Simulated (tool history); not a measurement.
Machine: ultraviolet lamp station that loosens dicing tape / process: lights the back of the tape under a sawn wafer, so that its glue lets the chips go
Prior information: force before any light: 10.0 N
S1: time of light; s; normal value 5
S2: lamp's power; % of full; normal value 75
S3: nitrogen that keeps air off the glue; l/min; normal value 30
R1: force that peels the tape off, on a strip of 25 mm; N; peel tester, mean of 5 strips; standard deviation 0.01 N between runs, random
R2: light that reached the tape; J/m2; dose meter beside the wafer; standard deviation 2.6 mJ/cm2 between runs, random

{"run": 1, "hour": 0.0, "S1": 5, "S2": 75, "S3": 30, "R1": 0.544, "R2": 3110}
{"run": 2, "hour": 11.7, "S1": 5, "S2": 75, "S3": 30, "R1": 0.514, "R2": 3120}
{"run": 3, "hour": 20.2, "S1": 5, "S2": 75, "S3": 30, "R1": 0.536, "R2": 3110}
{"run": 4, "hour": 29.3, "S1": 5, "S2": 75, "S3": 30, "R1": 0.529, "R2": 3130}
{"run": 5, "hour": 38.3, "S1": 7, "S2": 75, "S3": 30, "R1": 0.297, "R2": 4360}
{"run": 6, "hour": 49.6, "S1": 7, "S2": 75, "S3": 30, "R1": 0.292, "R2": 4340}
{"run": 7, "hour": 60.3, "S1": 7, "S2": 75, "S3": 30, "R1": 0.301, "R2": 4280}
{"run": 8, "hour": 72.9, "S1": 3, "S2": 75, "S3": 30, "R1": 1.478, "R2": 1880}
{"run": 9, "hour": 79.2, "S1": 5, "S2": 79, "S3": 30, "R1": 0.505, "R2": 3240}
{"run": 10, "hour": 86.6, "S1": 5, "S2": 79, "S3": 30, "R1": 0.495, "R2": 3240}
{"run": 11, "hour": 93.6, "S1": 5, "S2": 79, "S3": 30, "R1": 0.499, "R2": 3180}
{"run": 12, "hour": 104.9, "S1": 5, "S2": 75, "S3": 20, "R1": 0.795, "R2": 3070}
{"run": 13, "hour": 115.6, "S1": 5, "S2": 75, "S3": 20, "R1": 0.792, "R2": 3060}
{"run": 14, "hour": 126.6, "S1": 5, "S2": 75, "S3": 24, "R1": 0.7, "R2": 3040}
{"run": 15, "hour": 138.2, "S1": 5, "S2": 86, "S3": 30, "R1": 0.442, "R2": 3490}
{"run": 16, "hour": 149.9, "S1": 5, "S2": 75, "S3": 30, "R1": 0.584, "R2": 2990}
{"run": 17, "hour": 156.7, "S1": 5, "S2": 75, "S3": 30, "R1": 0.576, "R2": 2990}
{"run": 18, "hour": 164.7, "S1": 5, "S2": 75, "S3": 30, "R1": 0.588, "R2": 2960}
{"run": 19, "hour": 177.1, "S1": 5, "S2": 75, "S3": 30, "R1": 0.587, "R2": 3000}
{"run": 20, "hour": 184.6, "S1": 5, "S2": 75, "S3": 30, "R1": 0.606, "R2": 3010}
{"run": 21, "hour": 197.3, "S1": 5, "S2": 75, "S3": 30, "R1": 0.603, "R2": 3000}
{"run": 22, "hour": 204.0, "S1": 5, "S2": 68, "S3": 30, "R1": 0.724, "R2": 2710}
{"run": 23, "hour": 212.2, "S1": 3, "S2": 90, "S3": 24, "R1": 1.375, "R2": 2150}
{"run": 24, "hour": 225.7, "S1": 4, "S2": 60, "S3": 30, "R1": 1.419, "R2": 1890}
{"run": 25, "hour": 238.5, "S1": 4, "S2": 60, "S3": 30, "R1": 1.435, "R2": 1880}
{"run": 26, "hour": 247.0, "S1": 2, "S2": 87, "S3": 35, "R1": 1.946, "R2": 1500}
{"run": 27, "hour": 261.3, "S1": 2, "S2": 87, "S3": 35, "R1": 1.88, "R2": 1440}
{"run": 28, "hour": 272.4, "S1": 2, "S2": 87, "S3": 35, "R1": 1.897, "R2": 1500}
{"run": 29, "hour": 285.6, "S1": 5, "S2": 81, "S3": 23, "R1": 0.545, "R2": 3470}
{"run": 30, "hour": 294.3, "S1": 4, "S2": 79, "S3": 18, "R1": 1.135, "R2": 2680}
{"run": 31, "hour": 300.5, "S1": 4, "S2": 79, "S3": 18, "R1": 1.111, "R2": 2640}
{"run": 32, "hour": 309.0, "S1": 4, "S2": 79, "S3": 18, "R1": 1.134, "R2": 2660}
{"run": 33, "hour": 320.7, "S1": 4, "S2": 92, "S3": 30, "R1": 0.547, "R2": 3130}
{"run": 34, "hour": 328.2, "S1": 4, "S2": 63, "S3": 10, "R1": 2.484, "R2": 2110}
{"run": 35, "hour": 342.5, "S1": 7, "S2": 85, "S3": 30, "R1": 0.254, "R2": 5020}
{"run": 36, "hour": 355.9, "S1": 3, "S2": 99, "S3": 30, "R1": 0.859, "R2": 2510}
{"run": 37, "hour": 369.4, "S1": 3, "S2": 99, "S3": 29, "R1": 0.896, "R2": 2500}
{"run": 38, "hour": 380.8, "S1": 5, "S2": 75, "S3": 11, "R1": 1.269, "R2": 3140}
{"run": 39, "hour": 388.1, "S1": 5, "S2": 96, "S3": 20, "R1": 0.47, "R2": 4000}
{"run": 40, "hour": 403.0, "S1": 10, "S2": 80, "S3": 30, "R1": 0.217, "R2": 6660}
{"run": 41, "hour": 414.3, "S1": 9, "S2": 76, "S3": 23, "R1": 0.268, "R2": 5660}
{"run": 42, "hour": 420.6, "S1": 4, "S2": 71, "S3": 14, "R1": 1.773, "R2": 2320}
{"run": 43, "hour": 428.1, "S1": 10, "S2": 93, "S3": 21, "R1": 0.224, "R2": 7630}
{"run": 44, "hour": 440.0, "S1": 10, "S2": 93, "S3": 21, "R1": 0.217, "R2": 7580}

Missing from the log above: 1 entry noted between runs. For each, name the pair of listed runs it sits between and say how the tool's hidden condition differs from the listed run just before to the listed run just after:
After run 25, before run 26: window cleaned of glue's vapour (hour 246.5)
  lamp's light, % of a new lamp's: 93.6 -> 93.5; light that the window lets through, % of a clean one's: 90.9 -> 99.8
  the result without the hidden state subtracted from the measured one, R1: +0.368 -> +0.201 N; R2: -330 -> -110 J/m2

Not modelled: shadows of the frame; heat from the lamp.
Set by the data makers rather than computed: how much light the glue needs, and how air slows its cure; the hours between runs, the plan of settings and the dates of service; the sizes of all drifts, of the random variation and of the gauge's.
